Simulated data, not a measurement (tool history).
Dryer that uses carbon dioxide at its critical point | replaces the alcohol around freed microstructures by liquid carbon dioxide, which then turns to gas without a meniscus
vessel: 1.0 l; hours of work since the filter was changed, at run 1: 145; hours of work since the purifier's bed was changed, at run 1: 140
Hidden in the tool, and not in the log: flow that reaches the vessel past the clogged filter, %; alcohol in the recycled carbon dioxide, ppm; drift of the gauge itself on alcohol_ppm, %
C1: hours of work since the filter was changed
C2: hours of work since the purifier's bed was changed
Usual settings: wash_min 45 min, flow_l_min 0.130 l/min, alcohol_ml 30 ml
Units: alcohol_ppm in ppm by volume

run 1 day=0.000 | wash_min=45 flow_l_min=0.130 alcohol_ml=30 | C1=145 C2=140 | alcohol_ppm=451
run 2 day=0.446 | wash_min=56 flow_l_min=0.130 alcohol_ml=30 | C1=151 C2=146 | alcohol_ppm=175
run 3 day=1.017 | wash_min=56 flow_l_min=0.130 alcohol_ml=30 | C1=158 C2=153 | alcohol_ppm=185
run 4 day=1.542 | wash_min=56 flow_l_min=0.130 alcohol_ml=30 | C1=165 C2=160 | alcohol_ppm=185
run 5 day=2.000 | wash_min=56 flow_l_min=0.130 alcohol_ml=30 | C1=170 C2=166 | alcohol_ppm=194
run 6 day=2.692 | wash_min=56 flow_l_min=0.130 alcohol_ml=30 | C1=179 C2=175 | alcohol_ppm=194
run 7 day=3.171 | wash_min=45 flow_l_min=0.130 alcohol_ml=30 | C1=185 C2=181 | alcohol_ppm=492
run 8 day=3.771 | wash_min=45 flow_l_min=0.130 alcohol_ml=30 | C1=193 C2=188 | alcohol_ppm=515
run 9 day=4.312 | wash_min=45 flow_l_min=0.130 alcohol_ml=115 | C1=200 C2=195 | alcohol_ppm=1979
run 10 day=4.642 | wash_min=45 flow_l_min=0.130 alcohol_ml=115 | C1=204 C2=199 | alcohol_ppm=1968
run 11 day=5.254 | wash_min=45 flow_l_min=0.130 alcohol_ml=97 | C1=212 C2=207 | alcohol_ppm=1685
run 12 day=5.808 | wash_min=45 flow_l_min=0.130 alcohol_ml=97 | C1=219 C2=214 | alcohol_ppm=1690
run 13 day=6.271 | wash_min=45 flow_l_min=0.130 alcohol_ml=30 | C1=225 C2=220 | alcohol_ppm=560
run 14 day=6.721 | wash_min=45 flow_l_min=0.130 alcohol_ml=61 | C1=230 C2=226 | alcohol_ppm=1116
run 15 day=7.271 | wash_min=45 flow_l_min=0.082 alcohol_ml=30 | C1=237 C2=233 | alcohol_ppm=2215
run 16 day=7.712 | wash_min=42 flow_l_min=0.130 alcohol_ml=30 | C1=243 C2=238 | alcohol_ppm=742
run 17 day=8.038 | wash_min=42 flow_l_min=0.130 alcohol_ml=30 | C1=247 C2=243 | alcohol_ppm=745
run 18 day=8.392 | wash_min=42 flow_l_min=0.130 alcohol_ml=30 | C1=252 C2=247 | alcohol_ppm=746
run 19 day=9.050 | wash_min=42 flow_l_min=0.130 alcohol_ml=30 | C1=260 C2=255 | alcohol_ppm=760
run 20 day=9.517 | wash_min=49 flow_l_min=0.137 alcohol_ml=24 | C1=266 C2=261 | alcohol_ppm=281
run 21 day=10.071 | wash_min=29 flow_l_min=0.116 alcohol_ml=71 | C1=273 C2=268 | alcohol_ppm=7227
run 22 day=10.588 | wash_min=35 flow_l_min=0.116 alcohol_ml=52 | C1=280 C2=275 | alcohol_ppm=3336
run 23 day=10.950 | wash_min=35 flow_l_min=0.127 alcohol_ml=52 | C1=284 C2=279 | alcohol_ppm=2663
run 24 day=11.346 | wash_min=35 flow_l_min=0.127 alcohol_ml=52 | C1=289 C2=285 | alcohol_ppm=2657
-- day=11.542 inlet filter changed
run 25 day=11.838 | wash_min=49 flow_l_min=0.130 alcohol_ml=79 | C1=4 C2=290 | alcohol_ppm=637
run 26 day=12.533 | wash_min=49 flow_l_min=0.203 alcohol_ml=79 | C1=13 C2=299 | alcohol_ppm=70
run 27 day=12.879 | wash_min=27 flow_l_min=0.203 alcohol_ml=120 | C1=17 C2=303 | alcohol_ppm=2107
run 28 day=13.200 | wash_min=27 flow_l_min=0.209 alcohol_ml=36 | C1=21 C2=308 | alcohol_ppm=584
run 29 day=13.617 | wash_min=45 flow_l_min=0.096 alcohol_ml=30 | C1=26 C2=313 | alcohol_ppm=1098
run 30 day=14.267 | wash_min=45 flow_l_min=0.096 alcohol_ml=30 | C1=35 C2=321 | alcohol_ppm=1106
run 31 day=14.546 | wash_min=45 flow_l_min=0.095 alcohol_ml=27 | C1=38 C2=325 | alcohol_ppm=1046
run 32 day=14.892 | wash_min=45 flow_l_min=0.083 alcohol_ml=74 | C1=43 C2=329 | alcohol_ppm=4204
run 33 day=15.392 | wash_min=45 flow_l_min=0.083 alcohol_ml=74 | C1=49 C2=335 | alcohol_ppm=4230
run 34 day=15.829 | wash_min=57 flow_l_min=0.093 alcohol_ml=30 | C1=54 C2=341 | alcohol_ppm=545
run 35 day=16.325 | wash_min=45 flow_l_min=0.165 alcohol_ml=30 | C1=61 C2=347 | alcohol_ppm=162
run 36 day=16.679 | wash_min=51 flow_l_min=0.111 alcohol_ml=61 | C1=65 C2=352 | alcohol_ppm=903
run 37 day=17.288 | wash_min=51 flow_l_min=0.111 alcohol_ml=61 | C1=73 C2=359 | alcohol_ppm=890

3 ways to go on from here, each from the tool as it stands after run 37. What would each give?
run A day=17.862 | wash_min=62 flow_l_min=0.130 alcohol_ml=30 | C1=80 C2=367 | alcohol_ppm=?
run B day=17.862 | wash_min=45 flow_l_min=0.130 alcohol_ml=93 | C1=80 C2=367 | alcohol_ppm=?
run C day=17.862 | wash_min=45 flow_l_min=0.196 alcohol_ml=30 | C1=80 C2=367 | alcohol_ppm=?

run=A alcohol_ppm=98
run=B alcohol_ppm=1262
run=C alcohol_ppm=78
Without the tool's hidden state the same runs would have given:
run=A alcohol_ppm=59
run=B alcohol_ppm=1033
run=C alcohol_ppm=43

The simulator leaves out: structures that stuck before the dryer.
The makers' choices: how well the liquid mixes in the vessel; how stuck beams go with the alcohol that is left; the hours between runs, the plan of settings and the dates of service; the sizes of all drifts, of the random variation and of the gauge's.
